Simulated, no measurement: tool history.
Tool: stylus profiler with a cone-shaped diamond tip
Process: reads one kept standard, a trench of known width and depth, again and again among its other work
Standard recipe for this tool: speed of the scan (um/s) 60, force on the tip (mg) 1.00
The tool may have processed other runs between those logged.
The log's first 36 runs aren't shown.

| run | hour | speed of the scan (um/s) | force on the tip (mg) | scans with this tip | hours of work since the height scale was calibrated | depth of the trench (nm) | width of the trench's floor (um) |
|---|---|---|---|---|---|---|---|
| 37 | 1197.5 | 23 | 1.07 | 19733 | 1507 | 1005.35 | 95.54 |
| 38 | 1230.1 | 207 | 0.37 | 20017 | 1529 | 1001.40 | 93.83 |
| 39 | 1259.6 | 83 | 1.63 | 20274 | 1549 | 1007.43 | 95.34 |
| 40 | 1304.8 | 39 | 0.34 | 20668 | 1579 | 1001.00 | 95.30 |
| 41 | 1338.8 | 17 | 0.63 | 20964 | 1601 | 1002.75 | 95.53 |
| 42 | 1373.0 | 107 | 0.65 | 21262 | 1624 | 1003.06 | 94.90 |
| 43 | 1416.9 | 31 | 0.42 | 21645 | 1653 | 1001.50 | 95.38 |
| 44 | 1458.2 | 31 | 0.42 | 22004 | 1681 | 1001.72 | 95.38 |
| 45 | 1479.7 | 31 | 1.38 | 22191 | 1695 | 1006.29 | 95.53 |
| 46 | 1522.3 | 31 | 1.38 | 22563 | 1723 | 1006.08 | 95.48 |

Below are 4 alternative next runs, each starting from the tool's condition after run 46. Predict each:
| A | 1544.4 | 102 | 0.42 | 22754 | 1738 | ? | ? |
| B | 1544.4 | 176 | 0.38 | 22754 | 1738 | ? | ? |
| C | 1544.4 | 31 | 0.77 | 22754 | 1738 | ? | ? |
| D | 1544.4 | 32 | 1.91 | 22754 | 1738 | ? | ? |

| run | depth of the trench (nm) | width of the trench's floor (um) |
|---|---|---|
| A | 1001.58 | 94.72 |
| B | 1001.05 | 94.09 |
| C | 1003.44 | 95.34 |
| D | 1008.31 | 95.52 |
Without the tool's unlogged condition, the same runs would have read:
| run | depth of the trench (nm) | width of the trench's floor (um) |
|---|---|---|
| A | 1004.06 | 95.65 |
| B | 1003.53 | 95.02 |
| C | 1005.93 | 96.26 |
| D | 1010.81 | 96.45 |
